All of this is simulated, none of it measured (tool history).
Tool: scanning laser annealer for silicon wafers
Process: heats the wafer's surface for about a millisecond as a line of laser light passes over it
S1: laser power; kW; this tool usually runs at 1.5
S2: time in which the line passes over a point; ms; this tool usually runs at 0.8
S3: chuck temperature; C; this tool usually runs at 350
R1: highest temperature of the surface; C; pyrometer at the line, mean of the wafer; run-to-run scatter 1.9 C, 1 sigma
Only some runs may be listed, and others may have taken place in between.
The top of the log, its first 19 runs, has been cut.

run	hour	S1	S2	S3	R1
20	861	1.5	0.8	348	1067
21	893.4	1.647	0.687	385	1118
22	954.3	1.601	0.82	335	1120
# hour 991.9: window over the wafer cleaned
23	1023.3	1.398	0.8	313	1009
24	1093.5	1.566	0.8	313	1112
25	1125.9	1.375	0.987	350	1113
26	1174.5	1.336	0.987	350	1087
27	1203.2	1.473	0.992	350	1184
28	1259.1	1.498	0.626	383	1036
29	1329.4	1.5	0.748	350	1074
30	1374.1	1.5	0.748	350	1069
31	1442.2	1.586	0.63	370	1070
32	1477.9	1.586	0.63	370	1069
33	1518.7	1.389	0.663	350	958
34	1560.7	1.389	0.595	343	914
# hour 1598.5: optics aligned, line set to its width
35	1607.1	1.307	0.716	350	952
36	1644.6	1.565	0.671	341	1067
37	1687.3	1.376	0.674	335	951
38	1753.9	1.376	0.674	335	951
39	1802.2	1.386	0.68	360	985
40	1864.9	1.386	0.718	380	1021

Each row is a separate what-if for the run after 40, all from the same tool condition, not one after another. Results?
A	1894.6	1.515	0.814	313	?
B	1894.6	1.386	0.949	380	?
C	1894.6	1.44	0.978	336	?
D	1894.6	1.489	0.718	380	?
E	1894.6	1.386	0.871	380	?

run	R1
A	1083
B	1132
C	1140
D	1079
E	1093
With the hidden condition removed and each run's random variation left untouched, the same runs would have given:
run	R1
A	1100
B	1148
C	1157
D	1094
E	1109
